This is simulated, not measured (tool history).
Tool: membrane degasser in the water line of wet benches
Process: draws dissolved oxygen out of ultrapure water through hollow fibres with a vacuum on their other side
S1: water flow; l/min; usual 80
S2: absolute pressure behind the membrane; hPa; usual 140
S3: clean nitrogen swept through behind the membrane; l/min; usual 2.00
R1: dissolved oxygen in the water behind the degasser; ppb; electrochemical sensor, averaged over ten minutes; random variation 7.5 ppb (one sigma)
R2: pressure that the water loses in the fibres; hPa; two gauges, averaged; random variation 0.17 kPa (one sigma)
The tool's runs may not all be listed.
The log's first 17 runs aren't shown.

| run | hour | S1 | S2 | S3 | R1 | R2 |
|---|---|---|---|---|---|---|
|  | 2018.1 | vacuum gauge calibrated |
| 18 | 2074.5 | 52 | 238 | 1.29 | 1444.0 | 188.1 |
| 19 | 2221.8 | 116 | 91 | 1.00 | 1083.5 | 425.7 |
| 20 | 2349.1 | 80 | 207 | 2.00 | 1306.9 | 292.8 |
| 21 | 2441.2 | 80 | 207 | 2.00 | 1303.7 | 293.8 |
| 22 | 2555.4 | 80 | 116 | 2.57 | 592.9 | 288.8 |
| 23 | 2704.9 | 87 | 140 | 2.00 | 934.7 | 315.6 |
| 24 | 2795.4 | 80 | 140 | 2.52 | 735.2 | 290.4 |
| 25 | 2925.1 | 50 | 88 | 1.82 | 340.4 | 183.8 |
| 26 | 2997.7 | 118 | 103 | 1.14 | 1198.9 | 428.0 |
| 27 | 3136.0 | 118 | 103 | 1.14 | 1209.9 | 427.8 |
| 28 | 3242.7 | 69 | 210 | 1.14 | 1692.3 | 245.6 |
| 29 | 3367.9 | 75 | 172 | 4.74 | 548.3 | 272.8 |
| 30 | 3441.0 | 89 | 163 | 0.93 | 1777.7 | 318.1 |
| 31 | 3589.7 | 80 | 140 | 1.47 | 1073.8 | 287.0 |
| 32 | 3746.9 | 80 | 140 | 1.47 | 1055.6 | 290.2 |

4 ways to go on from here, each from the tool as it stands after run 32. What would each give?
| A | 3825.0 | 49 | 140 | 2.00 | ? | ? |
| B | 3825.0 | 111 | 155 | 2.00 | ? | ? |
| C | 3825.0 | 80 | 334 | 2.00 | ? | ? |
| D | 3825.0 | 62 | 286 | 4.23 | ? | ? |

| run | R1 | R2 |
|---|---|---|
| A | 564.8 | 176.8 |
| B | 1271.7 | 400.8 |
| C | 1998.8 | 288.3 |
| D | 815.6 | 224.8 |
Without the tool's hidden state the same runs would have given:
| run | R1 | R2 |
|---|---|---|
| A | 564.5 | 180.9 |
| B | 1271.0 | 410.0 |
| C | 1998.4 | 295.0 |
| D | 815.3 | 230.0 |
